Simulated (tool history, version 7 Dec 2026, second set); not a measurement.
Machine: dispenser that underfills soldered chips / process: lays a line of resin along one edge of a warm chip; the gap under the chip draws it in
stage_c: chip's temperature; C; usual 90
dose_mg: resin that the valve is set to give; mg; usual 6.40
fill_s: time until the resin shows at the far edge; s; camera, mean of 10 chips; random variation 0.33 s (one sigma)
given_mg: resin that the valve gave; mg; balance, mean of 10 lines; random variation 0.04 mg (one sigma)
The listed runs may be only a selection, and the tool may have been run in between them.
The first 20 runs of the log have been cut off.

run	hour	stage_c	dose_mg	fill_s	given_mg
21	77.3	90	6.40	22.3	6.24
22	82.3	94	7.80	23.1	7.59
# hour 83.0: new syringe of resin
23	87.2	94	8.29	14.5	8.02
24	89.7	96	6.35	14.0	6.08
25	94.2	96	6.35	16.8	6.20
26	98.3	96	6.35	20.8	6.09
# hour 99.0: new syringe of resin
27	102.1	96	6.35	12.1	6.18
28	104.5	94	6.43	15.1	6.19
29	107.0	94	6.43	16.5	6.26
30	110.0	100	7.04	14.5	6.75
31	113.7	80	7.99	41.4	7.74
# hour 115.0: new syringe of resin
32	117.0	80	7.52	23.1	7.23
33	121.9	80	7.52	28.9	7.24
34	125.1	96	6.32	17.0	6.06
35	130.4	96	6.32	21.5	6.03
# hour 131.0: new syringe of resin
36	133.4	96	6.32	12.1	6.01

Here are 5 independent what-if runs from the current tool condition. What would each one return?
A	136.0	83	8.00	?	?
B	136.0	99	7.60	?	?
C	136.0	99	5.82	?	?
D	136.0	90	6.86	?	?
E	136.0	91	7.22	?	?

run	fill_s	given_mg
A	24.3	7.74
B	12.2	7.30
C	12.3	5.57
D	17.0	6.61
E	16.7	6.91
Without the tool's hidden state the same runs would have given:
run	fill_s	given_mg
A	18.3	8.06
B	9.2	7.61
C	9.3	5.81
D	12.6	6.88
E	12.4	7.20
